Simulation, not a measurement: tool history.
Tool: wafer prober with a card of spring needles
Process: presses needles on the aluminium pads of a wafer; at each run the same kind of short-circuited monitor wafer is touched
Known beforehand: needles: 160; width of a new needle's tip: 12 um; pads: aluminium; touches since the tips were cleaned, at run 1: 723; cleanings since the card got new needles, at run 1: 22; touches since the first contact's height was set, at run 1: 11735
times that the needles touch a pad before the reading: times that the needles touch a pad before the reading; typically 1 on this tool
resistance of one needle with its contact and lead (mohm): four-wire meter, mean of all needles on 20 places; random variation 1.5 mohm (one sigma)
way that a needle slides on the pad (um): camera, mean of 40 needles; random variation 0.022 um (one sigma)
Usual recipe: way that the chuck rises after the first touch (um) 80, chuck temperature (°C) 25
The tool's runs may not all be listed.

run   hour  way that the chuck rises after the first touch (um)  chuck temperature (°C)  times that the needles touch a pad before the reading  touches since the tips were cleaned  cleanings since the card got new needles  touches since the first contact's height was set  resistance of one needle with its contact and lead (mohm)  way that a needle slides on the pad (um)
  1      0                                                   80                      25                                                      1                                  723                                        22                                             11735                                                        149                                     19.45
  2   15.5                                                   80                      25                                                      2                                 4795                                        22                                             15807                                                        151                                     19.41
      16.8  -- tips cleaned on abrasive film
  3   30.4                                                   73                      25                                                      1                                 3576                                        23                                             19707                                                        149                                     17.71
      35.8  -- tips cleaned on abrasive film
  4   43.5                                                   80                      28                                                      1                                 2041                                        24                                             23142                                                        145                                     19.46
      54.7  -- tips cleaned on abrasive film
  5     60                                                   80                      88                                                      1                                 1412                                        25                                             27457                                                        159                                     19.46
      73.6  -- tips cleaned on abrasive film
  6   85.6                                                   80                      88                                                      1                                 3158                                        26                                             34150                                                        160                                     19.43
      93.4  -- tips cleaned on abrasive film
  7  107.8                                                   80                      88                                                      1                                 3801                                        27                                             39980                                                        159                                     19.46
     113.6  -- tips cleaned on abrasive film
  8  132.2                                                   80                      88                                                      1                                 4876                                        28                                             46364                                                        163                                     19.45
     133.7  -- tips cleaned on abrasive film
     153.9  -- tips cleaned on abrasive film
  9  154.8                                                   80                     102                                                      1                                  217                                        30                                             52263                                                        161                                     19.42
     173.2  -- tips cleaned on abrasive film
 10  174.5                                                   80                     102                                                      1                                  334                                        31                                             57436                                                        162                                     19.43
     192.8  -- tips cleaned on abrasive film
 11  198.8                                                   89                      47                                                      1                                 1586                                        32                                             63802                                                        151                                     21.61
     211.5  -- tips cleaned on abrasive film
 12  219.9                                                   63                      41                                                      1                                 2201                                        33                                             69328                                                        155                                     15.32
     231.8  -- tips cleaned on abrasive film
 13  234.9                                                   93                      94                                                      2                                  808                                        34                                             73249                                                        157                                     22.63
     251.2  -- tips cleaned on abrasive film
 14  251.3                                                   93                     120                                                      2                                   37                                        35                                             77547                                                        162                                     22.58
 15  266.4                                                   67                     105                                                      1                                 4017                                        35                                             81527                                                        161                                     16.25

Entry by entry between the runs, the difference in hidden state between the last listed run before and the first listed run after:
Logged between run 2 and run 3: tips cleaned on abrasive film (hour 16.8)
  debris on the tips, nm: 2.9 -> 2.6; way that the needles fall short of the set height, um: 0 -> 0.01
Logged between run 3 and run 4: tips cleaned on abrasive film (hour 35.8)
  debris on the tips, nm: 2.6 -> 2.1
Logged between run 4 and run 5: tips cleaned on abrasive film (hour 54.7)
  debris on the tips, nm: 2.1 -> 1.8; tips' diameter, um: 12.01 -> 12.02
Logged between run 5 and run 6: tips cleaned on abrasive film (hour 73.6)
  debris on the tips, nm: 1.8 -> 2.5
Logged between run 6 and run 7: tips cleaned on abrasive film (hour 93.4)
  debris on the tips, nm: 2.5 -> 2.7
Logged between run 7 and run 8: tips cleaned on abrasive film (hour 113.6)
  debris on the tips, nm: 2.7 -> 2.9
Logged between run 8 and run 9: tips cleaned on abrasive film (hour 133.7); tips cleaned on abrasive film (hour 153.9)
  debris on the tips, nm: 2.9 -> 0.5; way that the needles fall short of the set height, um: 0.01 -> 0.02
Logged between run 9 and run 10: tips cleaned on abrasive film (hour 173.2)
  debris on the tips, nm: 0.5 -> 0.7
Logged between run 10 and run 11: tips cleaned on abrasive film (hour 192.8)
  debris on the tips, nm: 0.7 -> 1.9
Logged between run 11 and run 12: tips cleaned on abrasive film (hour 211.5)
  debris on the tips, nm: 1.9 -> 2.2
Logged between run 12 and run 13: tips cleaned on abrasive film (hour 231.8)
  debris on the tips, nm: 2.2 -> 1.2
Logged between run 13 and run 14: tips cleaned on abrasive film (hour 251.2)
  debris on the tips, nm: 1.2 -> 0.2
